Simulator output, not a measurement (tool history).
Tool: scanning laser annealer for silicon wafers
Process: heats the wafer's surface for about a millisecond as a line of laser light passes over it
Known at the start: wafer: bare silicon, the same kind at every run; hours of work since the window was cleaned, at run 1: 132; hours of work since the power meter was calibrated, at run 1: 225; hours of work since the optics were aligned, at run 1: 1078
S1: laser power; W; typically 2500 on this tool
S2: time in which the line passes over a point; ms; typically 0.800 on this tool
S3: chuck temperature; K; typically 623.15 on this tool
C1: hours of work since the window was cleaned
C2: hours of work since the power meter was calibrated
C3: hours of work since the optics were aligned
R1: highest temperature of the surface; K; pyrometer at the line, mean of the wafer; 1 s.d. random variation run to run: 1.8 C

run 1 day=0.000 | S1=2500 S2=0.800 S3=623.15 | C1=132 C2=225 C3=1078 | R1=1307.15
run 2 day=0.442 | S1=2575 S2=0.800 S3=623.15 | C1=137 C2=230 C3=1083 | R1=1330.15
run 3 day=0.825 | S1=2575 S2=0.800 S3=623.15 | C1=142 C2=235 C3=1088 | R1=1329.15
run 4 day=1.392 | S1=2575 S2=0.800 S3=623.15 | C1=149 C2=241 C3=1095 | R1=1330.15
run 5 day=1.792 | S1=2500 S2=0.787 S3=623.15 | C1=154 C2=246 C3=1100 | R1=1302.15
run 6 day=2.150 | S1=2500 S2=0.800 S3=623.15 | C1=158 C2=251 C3=1104 | R1=1305.15
run 7 day=2.504 | S1=2500 S2=0.800 S3=623.15 | C1=162 C2=255 C3=1108 | R1=1304.15
run 8 day=2.808 | S1=2500 S2=0.800 S3=623.15 | C1=166 C2=259 C3=1112 | R1=1303.15
run 9 day=3.138 | S1=2500 S2=0.800 S3=623.15 | C1=170 C2=263 C3=1116 | R1=1304.15
run 10 day=3.504 | S1=2500 S2=0.800 S3=623.15 | C1=174 C2=267 C3=1120 | R1=1299.15
run 11 day=3.875 | S1=2500 S2=0.800 S3=623.15 | C1=179 C2=271 C3=1125 | R1=1301.15
run 12 day=4.121 | S1=2500 S2=0.800 S3=623.15 | C1=182 C2=274 C3=1128 | R1=1302.15
run 13 day=4.400 | S1=2500 S2=0.800 S3=601.15 | C1=185 C2=278 C3=1131 | R1=1276.15
-- day=4.533 window over the wafer cleaned
run 14 day=4.754 | S1=2570 S2=0.800 S3=652.15 | C1=3 C2=281 C3=1135 | R1=1344.15
run 15 day=5.246 | S1=2525 S2=0.800 S3=632.15 | C1=9 C2=287 C3=1141 | R1=1309.15
run 16 day=5.529 | S1=2525 S2=0.800 S3=632.15 | C1=12 C2=291 C3=1144 | R1=1308.15
run 17 day=5.846 | S1=2525 S2=0.800 S3=632.15 | C1=16 C2=294 C3=1148 | R1=1310.15
run 18 day=6.125 | S1=2525 S2=0.800 S3=632.15 | C1=19 C2=298 C3=1151 | R1=1311.15
run 19 day=6.583 | S1=2525 S2=0.800 S3=632.15 | C1=25 C2=303 C3=1157 | R1=1308.15
run 20 day=7.075 | S1=2634 S2=0.700 S3=632.15 | C1=31 C2=309 C3=1163 | R1=1296.15
-- day=7.396 window over the wafer cleaned, once more
run 21 day=7.500 | S1=2554 S2=0.776 S3=592.15 | C1=1 C2=313 C3=1167 | R1=1295.15
run 22 day=7.958 | S1=2203 S2=0.578 S3=647.15 | C1=7 C2=319 C3=1172 | R1=1154.15
run 23 day=8.392 | S1=2200 S2=0.759 S3=623.15 | C1=12 C2=324 C3=1178 | R1=1202.15
run 24 day=8.812 | S1=2688 S2=0.840 S3=650.15 | C1=17 C2=329 C3=1183 | R1=1426.15

What if the next run were any one of these 3? Each begins from the tool's condition after run 24:
run A day=9.333 | S1=2688 S2=0.739 S3=648.15 | C1=23 C2=336 C3=1189 | R1=?
run B day=9.333 | S1=2500 S2=0.998 S3=623.15 | C1=23 C2=336 C3=1189 | R1=?
run C day=9.333 | S1=2361 S2=0.780 S3=660.15 | C1=23 C2=336 C3=1189 | R1=?

run=A R1=1373.15
run=B R1=1400.15
run=C R1=1304.15
With the hidden condition removed and each run's random variation left untouched, the same runs would have given:
run=A R1=1387.15
run=B R1=1415.15
run=C R1=1317.15

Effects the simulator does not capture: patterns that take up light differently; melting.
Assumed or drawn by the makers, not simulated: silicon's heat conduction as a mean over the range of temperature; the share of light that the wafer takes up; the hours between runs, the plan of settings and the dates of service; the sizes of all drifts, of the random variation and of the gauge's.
